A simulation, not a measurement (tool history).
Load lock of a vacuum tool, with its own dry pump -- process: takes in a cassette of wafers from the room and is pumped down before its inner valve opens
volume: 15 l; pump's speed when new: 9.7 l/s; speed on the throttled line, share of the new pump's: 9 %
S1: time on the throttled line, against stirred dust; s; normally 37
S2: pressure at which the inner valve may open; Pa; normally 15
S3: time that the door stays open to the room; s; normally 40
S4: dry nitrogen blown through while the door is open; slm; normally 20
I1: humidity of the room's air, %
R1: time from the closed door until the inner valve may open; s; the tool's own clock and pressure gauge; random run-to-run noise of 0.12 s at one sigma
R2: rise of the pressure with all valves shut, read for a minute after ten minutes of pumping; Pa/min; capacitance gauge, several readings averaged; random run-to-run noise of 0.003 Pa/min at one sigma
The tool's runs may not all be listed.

{"run": 1, "hour": 0.0, "S1": 37, "S2": 15, "S3": 40, "S4": 20, "I1": 43.2, "R1": 47.2, "R2": 0.274}
{"run": 2, "hour": 43.7, "S1": 37, "S2": 15, "S3": 40, "S4": 20, "I1": 41.8, "R1": 47.2, "R2": 0.281}
{"run": 3, "hour": 134.8, "S1": 37, "S2": 15, "S3": 40, "S4": 20, "I1": 45.5, "R1": 47.3, "R2": 0.284}
{"run": 4, "hour": 198.8, "S1": 37, "S2": 15, "S3": 40, "S4": 20, "I1": 42.8, "R1": 47.4, "R2": 0.289}
{"run": 5, "hour": 239.6, "S1": 37, "S2": 15, "S3": 40, "S4": 20, "I1": 45.0, "R1": 47.4, "R2": 0.294}
{"run": 6, "hour": 330.1, "S1": 37, "S2": 15, "S3": 40, "S4": 20, "I1": 43.5, "R1": 47.7, "R2": 0.305}
{"run": 7, "hour": 394.2, "S1": 37, "S2": 15, "S3": 40, "S4": 20, "I1": 48.3, "R1": 47.2, "R2": 0.311}
{"run": 8, "hour": 478.4, "S1": 37, "S2": 15, "S3": 65, "S4": 20, "I1": 44.1, "R1": 47.4, "R2": 0.32}
{"run": 9, "hour": 541.6, "S1": 37, "S2": 15, "S3": 40, "S4": 44, "I1": 40.3, "R1": 47.3, "R2": 0.306}
{"run": 10, "hour": 581.6, "S1": 37, "S2": 15, "S3": 40, "S4": 31, "I1": 49.1, "R1": 47.6, "R2": 0.317}
{"run": 11, "hour": 634.9, "S1": 37, "S2": 15, "S3": 40, "S4": 36, "I1": 44.0, "R1": 47.4, "R2": 0.311}
{"run": 12, "hour": 714.7, "S1": 37, "S2": 15, "S3": 40, "S4": 20, "I1": 46.3, "R1": 47.5, "R2": 0.333}
{"run": 13, "hour": 783.7, "S1": 37, "S2": 12, "S3": 40, "S4": 20, "I1": 46.7, "R1": 47.6, "R2": 0.341}
{"run": 14, "hour": 826.6, "S1": 37, "S2": 12, "S3": 40, "S4": 20, "I1": 47.3, "R1": 47.8, "R2": 0.347}
{"run": 15, "hour": 898.3, "S1": 37, "S2": 12, "S3": 40, "S4": 20, "I1": 44.6, "R1": 47.7, "R2": 0.346}
{"run": 16, "hour": 989.5, "S1": 37, "S2": 12, "S3": 40, "S4": 20, "I1": 44.4, "R1": 48.0, "R2": 0.358}
{"run": 17, "hour": 1041.1, "S1": 37, "S2": 12, "S3": 40, "S4": 20, "I1": 44.5, "R1": 47.9, "R2": 0.368}
{"run": 18, "hour": 1089.4, "S1": 37, "S2": 12, "S3": 40, "S4": 26, "I1": 40.3, "R1": 47.8, "R2": 0.359}
{"run": 19, "hour": 1136.4, "S1": 70, "S2": 15, "S3": 33, "S4": 20, "I1": 46.9, "R1": 77.5, "R2": 0.368}
{"run": 20, "hour": 1226.9, "S1": 37, "S2": 28, "S3": 116, "S4": 20, "I1": 47.4, "R1": 46.5, "R2": 0.407}
{"run": 21, "hour": 1274.7, "S1": 20, "S2": 28, "S3": 40, "S4": 20, "I1": 44.9, "R1": 31.0, "R2": 0.383}
{"run": 22, "hour": 1355.4, "S1": 20, "S2": 28, "S3": 40, "S4": 20, "I1": 45.3, "R1": 30.9, "R2": 0.398}
{"run": 23, "hour": 1446.7, "S1": 20, "S2": 17, "S3": 163, "S4": 16, "I1": 45.9, "R1": 31.8, "R2": 0.441}
{"run": 24, "hour": 1490.4, "S1": 20, "S2": 17, "S3": 163, "S4": 16, "I1": 46.2, "R1": 31.9, "R2": 0.424}
{"run": 25, "hour": 1574.6, "S1": 20, "S2": 17, "S3": 163, "S4": 16, "I1": 48.1, "R1": 32.0, "R2": 0.443}
{"run": 26, "hour": 1662.4, "S1": 43, "S2": 12, "S3": 130, "S4": 36, "I1": 44.4, "R1": 53.6, "R2": 0.424}
{"hour": 1704.6, "done": "door's seal changed, seat wiped"}
{"run": 27, "hour": 1719.6, "S1": 59, "S2": 15, "S3": 40, "S4": 20, "I1": 47.2, "R1": 67.4, "R2": 0.051}
{"run": 28, "hour": 1773.8, "S1": 20, "S2": 21, "S3": 118, "S4": 34, "I1": 43.0, "R1": 31.7, "R2": 0.048}
{"run": 29, "hour": 1829.3, "S1": 38, "S2": 21, "S3": 118, "S4": 34, "I1": 43.8, "R1": 47.9, "R2": 0.045}
{"run": 30, "hour": 1890.9, "S1": 39, "S2": 20, "S3": 44, "S4": 15, "I1": 47.7, "R1": 48.8, "R2": 0.057}
{"run": 31, "hour": 1938.5, "S1": 39, "S2": 20, "S3": 44, "S4": 15, "I1": 44.8, "R1": 49.0, "R2": 0.059}
{"run": 32, "hour": 1985.5, "S1": 39, "S2": 20, "S3": 44, "S4": 15, "I1": 44.9, "R1": 49.1, "R2": 0.057}
{"run": 33, "hour": 2031.8, "S1": 39, "S2": 20, "S3": 44, "S4": 15, "I1": 44.9, "R1": 49.0, "R2": 0.068}
{"run": 34, "hour": 2076.1, "S1": 37, "S2": 15, "S3": 61, "S4": 23, "I1": 46.5, "R1": 47.6, "R2": 0.055}
{"run": 35, "hour": 2130.9, "S1": 37, "S2": 15, "S3": 40, "S4": 14, "I1": 46.5, "R1": 47.7, "R2": 0.065}

Alternative continuations, all from the tool just after run 35; predict every row:
{"run": "A", "hour": 2215.2, "S1": 37, "S2": 10, "S3": 40, "S4": 20, "I1": 47.7, "R1": "?", "R2": "?"}
{"run": "B", "hour": 2215.2, "S1": 37, "S2": 10, "S3": 40, "S4": 14, "I1": 43.1, "R1": "?", "R2": "?"}
{"run": "C", "hour": 2215.2, "S1": 37, "S2": 15, "S3": 29, "S4": 20, "I1": 43.2, "R1": "?", "R2": "?"}

run=A R1=48.2 R2=0.052
run=B R1=48.2 R2=0.057
run=C R1=47.7 R2=0.050
Take away the tool's hidden state, keep each run's random variation, and the runs would have read:
run=A R1=48.0 R2=0.040
run=B R1=48.0 R2=0.045
run=C R1=47.5 R2=0.038
